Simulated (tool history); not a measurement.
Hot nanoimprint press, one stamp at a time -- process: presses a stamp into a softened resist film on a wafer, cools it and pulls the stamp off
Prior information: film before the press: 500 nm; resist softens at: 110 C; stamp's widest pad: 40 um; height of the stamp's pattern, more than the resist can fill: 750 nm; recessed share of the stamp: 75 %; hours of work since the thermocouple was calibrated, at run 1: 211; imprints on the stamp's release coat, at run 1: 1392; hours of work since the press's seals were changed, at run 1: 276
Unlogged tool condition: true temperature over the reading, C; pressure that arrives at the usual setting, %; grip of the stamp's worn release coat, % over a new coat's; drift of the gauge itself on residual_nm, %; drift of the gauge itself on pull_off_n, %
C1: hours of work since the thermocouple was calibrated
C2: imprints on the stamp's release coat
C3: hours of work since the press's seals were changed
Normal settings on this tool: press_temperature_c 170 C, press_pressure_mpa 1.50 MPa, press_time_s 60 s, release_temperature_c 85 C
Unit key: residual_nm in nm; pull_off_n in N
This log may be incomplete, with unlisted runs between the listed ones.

Run 1, day 0.000: usual settings; C1 211; C2 1392; C3 276. Result: residual_nm 263.6 nm, pull_off_n 281 N.
At day 0.996: stamp cleaned and given a new release coat.
Run 2, day 1.729: usual settings; C1 231; C2 76; C3 296. Result: residual_nm 260.2 nm, pull_off_n 212 N.
Run 3, day 2.479: usual settings; C1 242; C2 154; C3 306. Result: residual_nm 261.7 nm, pull_off_n 211 N.
Run 4, day 3.608: usual settings; C1 257; C2 272; C3 322. Result: residual_nm 263.0 nm, pull_off_n 218 N.
Run 5, day 4.346: usual settings; C1 267; C2 349; C3 332. Result: residual_nm 265.9 nm, pull_off_n 224 N.
Run 6, day 5.692: usual settings; C1 286; C2 489; C3 350. Result: residual_nm 264.7 nm, pull_off_n 237 N.
Run 7, day 6.404: usual settings but press_pressure_mpa 1.49 MPa; C1 296; C2 563; C3 360. Result: residual_nm 266.2 nm, pull_off_n 236 N.
Run 8, day 7.412: usual settings but press_time_s 85 s; C1 310; C2 669; C3 374. Result: residual_nm 236.0 nm, pull_off_n 241 N.
Run 9, day 9.025: usual settings but press_time_s 85 s; C1 332; C2 837; C3 396. Result: residual_nm 236.4 nm, pull_off_n 254 N.
Run 10, day 10.379: usual settings; C1 350; C2 978; C3 415. Result: residual_nm 267.1 nm, pull_off_n 254 N.
Run 11, day 11.333: usual settings but release_temperature_c 71 C; C1 363; C2 1078; C3 428. Result: residual_nm 268.3 nm, pull_off_n 317 N.
Run 12, day 12.196: usual settings but release_temperature_c 71 C; C1 375; C2 1167; C3 440. Result: residual_nm 267.8 nm, pull_off_n 322 N.
Run 13, day 13.104: usual settings but release_temperature_c 71 C; C1 388; C2 1262; C3 452. Result: residual_nm 267.6 nm, pull_off_n 337 N.
At day 13.358: plate thermocouple calibrated.
Run 14, day 13.983: usual settings but release_temperature_c 71 C; C1 9; C2 1341; C3 463. Result: residual_nm 275.9 nm, pull_off_n 356 N.
Run 15, day 14.833: usual settings but press_pressure_mpa 1.99 MPa, press_time_s 91 s, release_temperature_c 71 C; C1 20; C2 1429; C3 474. Result: residual_nm 211.0 nm, pull_off_n 362 N.
At day 15.400: stamp cleaned and given a new release coat.
At day 16.092: plate thermocouple calibrated, once more.
Run 16, day 16.125: usual settings but press_temperature_c 161 C, release_temperature_c 84 C; C1 0; C2 63; C3 487. Result: residual_nm 342.4 nm, pull_off_n 209 N.
Run 17, day 16.896: usual settings but press_temperature_c 177 C, press_time_s 35 s, release_temperature_c 84 C; C1 11; C2 143; C3 498. Result: residual_nm 241.1 nm, pull_off_n 215 N.
Run 18, day 18.300: usual settings but press_temperature_c 175 C, press_time_s 41 s; C1 30; C2 290; C3 517. Result: residual_nm 243.6 nm, pull_off_n 224 N.
Run 19, day 19.383: usual settings but press_pressure_mpa 1.26 MPa, release_temperature_c 92 C; C1 45; C2 402; C3 532. Result: residual_nm 276.5 nm, pull_off_n 201 N.
Run 20, day 20.154: usual settings but press_pressure_mpa 2.39 MPa; C1 56; C2 483; C3 542. Result: residual_nm 204.9 nm, pull_off_n 231 N.
Run 21, day 21.508: usual settings but press_pressure_mpa 2.34 MPa, press_time_s 90 s; C1 75; C2 624; C3 561. Result: residual_nm 176.9 nm, pull_off_n 233 N.
Run 22, day 22.775: usual settings but press_temperature_c 163 C, press_pressure_mpa 1.81 MPa, press_time_s 62 s, release_temperature_c 90 C; C1 92; C2 756; C3 578. Result: residual_nm 308.2 nm, pull_off_n 227 N.
Run 23, day 24.171: usual settings but press_pressure_mpa 1.06 MPa, press_time_s 108 s, release_temperature_c 83 C; C1 111; C2 902; C3 598. Result: residual_nm 244.2 nm, pull_off_n 264 N.
Run 24, day 25.804: usual settings but press_pressure_mpa 1.48 MPa, press_time_s 46 s; C1 134; C2 1072; C3 620. Result: residual_nm 285.4 nm, pull_off_n 257 N.
Run 25, day 26.838: usual settings but press_temperature_c 178 C, press_time_s 88 s; C1 148; C2 1180; C3 634. Result: residual_nm 166.6 nm, pull_off_n 279 N.

Hidden state or all else? Some run-to-run changes of residual_nm, split into what the settings, what came in and random variation would give without the hidden state, and what is left for the hidden state (with any gauge scatter that isn't in both results):
Run 13 -> 14: plate thermocouple calibrated. residual_nm +8.3 nm: hidden state +7.5, all else +0.8.
Run 15 -> 16: press_temperature_c 170 -> 161, press_pressure_mpa 1.99 -> 1.50, press_time_s 91 -> 60, release_temperature_c 71 -> 84, stamp cleaned and given a new release coat, plate thermocouple calibrated, once more. residual_nm +131.4 nm: hidden state -19.3, all else +150.7.
Run 21 -> 22: press_temperature_c 170 -> 163, press_pressure_mpa 2.34 -> 1.81, press_time_s 90 -> 62, release_temperature_c 85 -> 90. residual_nm +131.3 nm: hidden state +1.8, all else +129.5.
